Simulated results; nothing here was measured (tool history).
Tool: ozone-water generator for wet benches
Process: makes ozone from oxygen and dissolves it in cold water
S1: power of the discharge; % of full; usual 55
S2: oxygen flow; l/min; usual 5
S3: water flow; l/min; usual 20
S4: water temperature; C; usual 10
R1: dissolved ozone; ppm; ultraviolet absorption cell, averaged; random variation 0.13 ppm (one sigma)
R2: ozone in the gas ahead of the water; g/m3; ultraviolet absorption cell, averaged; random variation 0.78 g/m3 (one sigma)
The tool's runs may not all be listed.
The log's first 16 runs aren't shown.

run      day  S1    S2  S3  S4    R1     R2
      94.858  -- contactor cleaned, once more
 17  101.767  44     5  20  10  12.3   92.8
 18  108.488  91  6.88  28   8  19.9  155.8
 19   116.15  69  6.88  28   8  15.5  121.2
 20  123.121  53     5  20   5  15.4  109.8
 21  131.646  53     5  20   5  15.3  107.2
 22  136.229  53     5  20   5  15.4  108.2
 23  142.679  53     5  20   5  15.3    109
 24  146.554  59  3.58  29   6  10.8  137.7
 25  152.554  58  3.58  17  13  15.9    137
 26  159.538  58  3.58  17  13  15.7  136.9
 27  167.946  58  3.58  17  13  15.9  135.2
 28    175.3  55  3.97  20  16  13.1  123.7
 29  179.354  62  4.84  20   8  16.6  124.5
 30  187.446  62  4.84  20   8  16.6  124.1
 31  195.733  62  4.84  27   8  12.8  125.3
 32  201.488  62  4.84  27   8    13  124.4
 33  209.971  76  4.84  27   8  15.2  146.9

Forecast each of these 3 alternatives for the next run:
  A  219.117  59  4.84  27   8   ?   ?
  B  219.117  43     5  15   7   ?   ?
  C  219.117  76  2.54  27   8   ?   ?

run    R1     R2
  A  12.3    118
  B  14.8   90.2
  C  12.2  195.9
Without the tool's hidden state the same runs would have given:
run    R1     R2
  A  13.7  129.1
  B    16   95.7
  C  13.9  219.4
